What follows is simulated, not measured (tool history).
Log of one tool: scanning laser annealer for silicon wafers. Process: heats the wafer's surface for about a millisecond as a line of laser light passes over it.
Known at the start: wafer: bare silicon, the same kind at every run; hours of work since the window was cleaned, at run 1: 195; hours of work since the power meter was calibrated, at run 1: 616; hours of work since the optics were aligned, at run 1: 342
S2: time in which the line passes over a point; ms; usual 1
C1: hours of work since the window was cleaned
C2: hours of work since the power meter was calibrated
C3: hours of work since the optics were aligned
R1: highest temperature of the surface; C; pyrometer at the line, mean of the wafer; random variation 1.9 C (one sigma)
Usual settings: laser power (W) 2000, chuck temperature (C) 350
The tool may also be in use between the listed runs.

Run 1, hour 0: usual settings; C1 195; C2 616; C3 342. Result: R1 1143 C.
Run 2, hour 23: usual settings but laser power (W) 2008; C1 206; C2 627; C3 353. Result: R1 1147 C.
Run 3, hour 44.9: usual settings but laser power (W) 2008; C1 217; C2 637; C3 363. Result: R1 1145 C.
Run 4, hour 81.6: usual settings but laser power (W) 2008; C1 234; C2 655; C3 381. Result: R1 1145 C.
Run 5, hour 115.6: usual settings but laser power (W) 2008; C1 250; C2 671; C3 397. Result: R1 1140 C.
Run 6, hour 139.6: usual settings but laser power (W) 2008; C1 262; C2 682; C3 408. Result: R1 1141 C.
Run 7, hour 160.5: usual settings but chuck temperature (C) 355; C1 272; C2 692; C3 418. Result: R1 1141 C.
Run 8, hour 186.5: usual settings but chuck temperature (C) 355; C1 284; C2 705; C3 431. Result: R1 1147 C.
Run 9, hour 223.4: usual settings; C1 302; C2 722; C3 448. Result: R1 1136 C.
Run 10, hour 247.3: usual settings; C1 313; C2 734; C3 460. Result: R1 1138 C.
Run 11, hour 285.7: usual settings; C1 331; C2 752; C3 478. Result: R1 1137 C.
Run 12, hour 306.9: usual settings but S2 1.22 ms, chuck temperature (C) 345; C1 341; C2 762; C3 488. Result: R1 1220 C.
Run 13, hour 336.8: usual settings but S2 0.85 ms, chuck temperature (C) 381; C1 356; C2 776; C3 502. Result: R1 1096 C.
Run 14, hour 373.3: usual settings but laser power (W) 2158, S2 1.17 ms, chuck temperature (C) 366; C1 373; C2 794; C3 520. Result: R1 1306 C.

The next listed run, before its measurement:
Run 15, hour 409.3: usual settings but laser power (W) 2162, S2 0.77 ms; C1 390; C2 811; C3 537. Result: R1 ?.

R1: 1096 C
Without the tool's hidden state the same run would have given R1 1122 C.
